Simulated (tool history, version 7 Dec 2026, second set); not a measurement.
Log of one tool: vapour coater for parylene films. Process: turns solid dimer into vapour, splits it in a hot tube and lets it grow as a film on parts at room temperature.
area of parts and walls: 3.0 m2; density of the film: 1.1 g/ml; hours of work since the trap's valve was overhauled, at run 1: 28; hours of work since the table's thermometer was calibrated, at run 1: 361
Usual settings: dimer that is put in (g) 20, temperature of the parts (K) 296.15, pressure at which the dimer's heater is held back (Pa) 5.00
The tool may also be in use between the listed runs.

run,hour,dimer that is put in (g),temperature of the parts (K),pressure at which the dimer's heater is held back (Pa),hours of work since the trap's valve was overhauled,hours of work since the table's thermometer was calibrated,thickness of the film (um)
1,0.0,20,296.15,5.00,28,361,2.87
2,14.5,20,296.15,5.00,39,372,2.87
3,25.8,22,296.15,5.00,48,381,3.17
4,37.2,22,296.15,5.00,56,389,3.17
5,44.7,22,296.15,5.00,62,395,3.15
6,54.4,22,296.15,5.00,69,402,3.14
7,63.9,22,296.15,5.00,77,410,3.11
8,72.8,22,296.15,5.00,83,416,3.12
9,82.3,22,296.15,5.00,91,424,3.13
10,93.0,22,307.15,5.00,99,432,2.00
11,100.6,22,307.15,5.00,105,438,2.00
12,107.7,22,307.15,5.00,110,443,2.02
13,123.3,23,296.15,4.34,122,455,3.30
14,132.4,23,296.15,4.34,129,462,3.29
15,145.0,20,303.15,5.00,138,471,2.11
16,152.2,20,305.15,5.00,144,477,1.94
17,164.4,24,296.15,5.00,153,486,3.39
18,175.7,10,296.15,5.00,162,495,1.41
# hour 186.9: gauge calibrated
19,190.0,20,302.15,5.00,173,506,2.25
20,203.5,26,292.15,5.00,183,516,4.37
21,211.7,21,294.15,10.60,189,522,3.04
22,219.1,20,296.15,3.56,195,528,2.94
23,234.1,20,296.15,3.56,206,539,2.94

Forecast each of these 3 alternatives for the next run:
A,248.9,33,292.15,4.38,217,550,?
B,248.9,20,306.15,7.97,217,550,?
C,248.9,14,302.15,3.56,217,550,?

run,thickness of the film (um)
A,5.59
B,1.83
C,1.61
Without the tool's hidden state the same runs would have given:
run,thickness of the film (um)
A,5.65
B,1.85
C,1.63
